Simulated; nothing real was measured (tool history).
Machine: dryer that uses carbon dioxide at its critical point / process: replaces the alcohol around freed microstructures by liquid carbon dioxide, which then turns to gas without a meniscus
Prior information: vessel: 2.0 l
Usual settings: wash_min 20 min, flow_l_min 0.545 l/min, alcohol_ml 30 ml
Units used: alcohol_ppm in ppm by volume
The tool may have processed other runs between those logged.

Run 1, hour 0: usual settings. Result: alcohol_ppm 270 ppm by volume.
Run 2, hour 9.6: usual settings. Result: alcohol_ppm 286 ppm by volume.
Run 3, hour 28.8: usual settings. Result: alcohol_ppm 287 ppm by volume.
Run 4, hour 46.2: usual settings but alcohol_ml 82 ml. Result: alcohol_ppm 627 ppm by volume.
Run 5, hour 65.9: usual settings but alcohol_ml 82 ml. Result: alcohol_ppm 631 ppm by volume.
Run 6, hour 82.9: usual settings but alcohol_ml 82 ml. Result: alcohol_ppm 635 ppm by volume.
At hour 94.3: inlet filter changed.
Run 7, hour 104.3: usual settings but alcohol_ml 82 ml. Result: alcohol_ppm 517 ppm by volume.
Run 8, hour 113.5: usual settings but alcohol_ml 82 ml. Result: alcohol_ppm 518 ppm by volume.
Run 9, hour 129.3: usual settings. Result: alcohol_ppm 242 ppm by volume.
Run 10, hour 149.7: usual settings. Result: alcohol_ppm 251 ppm by volume.
Run 11, hour 166.3: usual settings. Result: alcohol_ppm 258 ppm by volume.
Run 12, hour 184.7: usual settings. Result: alcohol_ppm 255 ppm by volume.
Run 13, hour 200: usual settings. Result: alcohol_ppm 258 ppm by volume.
Run 14, hour 213: usual settings but wash_min 15 min, flow_l_min 0.587 l/min, alcohol_ml 40 ml. Result: alcohol_ppm 608 ppm by volume.
Run 15, hour 229.1: usual settings but wash_min 15 min, flow_l_min 0.587 l/min, alcohol_ml 40 ml. Result: alcohol_ppm 632 ppm by volume.
Run 16, hour 243.4: usual settings but wash_min 13 min, flow_l_min 0.399 l/min, alcohol_ml 50 ml. Result: alcohol_ppm 2966 ppm by volume.
Run 17, hour 264.3: usual settings but wash_min 13 min, flow_l_min 0.82 l/min, alcohol_ml 40 ml. Result: alcohol_ppm 374 ppm by volume.
Run 18, hour 275.6: usual settings but wash_min 29 min, flow_l_min 0.335 l/min, alcohol_ml 36 ml. Result: alcohol_ppm 415 ppm by volume.
Run 19, hour 289: usual settings but wash_min 14 min, flow_l_min 0.69 l/min, alcohol_ml 44 ml. Result: alcohol_ppm 521 ppm by volume.

Here are 5 independent what-if runs from the current tool condition. What would each one return?
Run A, hour 304.5: usual settings but wash_min 30 min, alcohol_ml 59 ml. Result: alcohol_ppm ?.
Run B, hour 304.5: usual settings but wash_min 14 min, flow_l_min 0.712 l/min, alcohol_ml 102 ml. Result: alcohol_ppm ?.
Run C, hour 304.5: usual settings but wash_min 13 min, flow_l_min 0.832 l/min. Result: alcohol_ppm ?.
Run D, hour 304.5: usual settings but wash_min 14 min, flow_l_min 0.468 l/min, alcohol_ml 63 ml. Result: alcohol_ppm ?.
Run E, hour 304.5: usual settings but wash_min 19 min, flow_l_min 0.62 l/min. Result: alcohol_ppm ?.

run  alcohol_ppm
  A          134
  B         1004
  C          303
  D         2225
  E          235
Without the tool's unlogged condition, the same runs would have read:
run  alcohol_ppm
  A           29
  B          827
  C          185
  D         2002
  E          124

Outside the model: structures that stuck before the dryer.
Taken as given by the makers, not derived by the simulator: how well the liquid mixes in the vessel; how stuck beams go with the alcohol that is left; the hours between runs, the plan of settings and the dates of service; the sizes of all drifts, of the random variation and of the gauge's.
